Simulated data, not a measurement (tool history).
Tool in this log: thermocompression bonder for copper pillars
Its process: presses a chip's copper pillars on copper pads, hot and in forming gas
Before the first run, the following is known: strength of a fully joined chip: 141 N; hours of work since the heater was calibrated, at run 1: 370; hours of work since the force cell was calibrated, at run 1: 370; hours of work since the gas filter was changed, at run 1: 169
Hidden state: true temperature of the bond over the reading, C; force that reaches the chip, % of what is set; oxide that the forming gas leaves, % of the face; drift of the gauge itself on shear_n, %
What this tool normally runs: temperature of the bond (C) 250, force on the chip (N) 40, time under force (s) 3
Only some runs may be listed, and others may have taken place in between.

run	day	temperature of the bond (C)	force on the chip (N)	time under force (s)	hours of work since the heater was calibrated	hours of work since the force cell was calibrated	hours of work since the gas filter was changed	force that shears a chip off (N)
1	0	250	40	3	370	370	169	96.2
2	2.579	250	40	3	414	414	213	93.8
3	4.429	250	40	3	446	446	245	93
4	5.704	250	40	3	468	468	266	94.2
5	7.829	250	40	3	504	504	303	92
6	9.562	250	40	3	533	533	332	92.2
7	11.371	250	40	3	564	564	363	91.1
8	13	250	40	3	592	592	391	90.8
9	14.367	249	40	3	615	615	414	89.1
# day 15.075: forming gas filter changed
10	16.238	250	40	3	647	647	20	98
11	18.158	250	40	3	679	679	52	97.6
12	21.042	250	40	4	728	728	102	101.8
13	23.858	250	31	5	776	776	150	92.1

Forecast run 14:
14	26.329	250	31	5	818	818	192	?

For run 14 the tool returned force that shears a chip off (N) 92.7.
Without the tool's hidden state the same run would have given force that shears a chip off (N) 97.7.

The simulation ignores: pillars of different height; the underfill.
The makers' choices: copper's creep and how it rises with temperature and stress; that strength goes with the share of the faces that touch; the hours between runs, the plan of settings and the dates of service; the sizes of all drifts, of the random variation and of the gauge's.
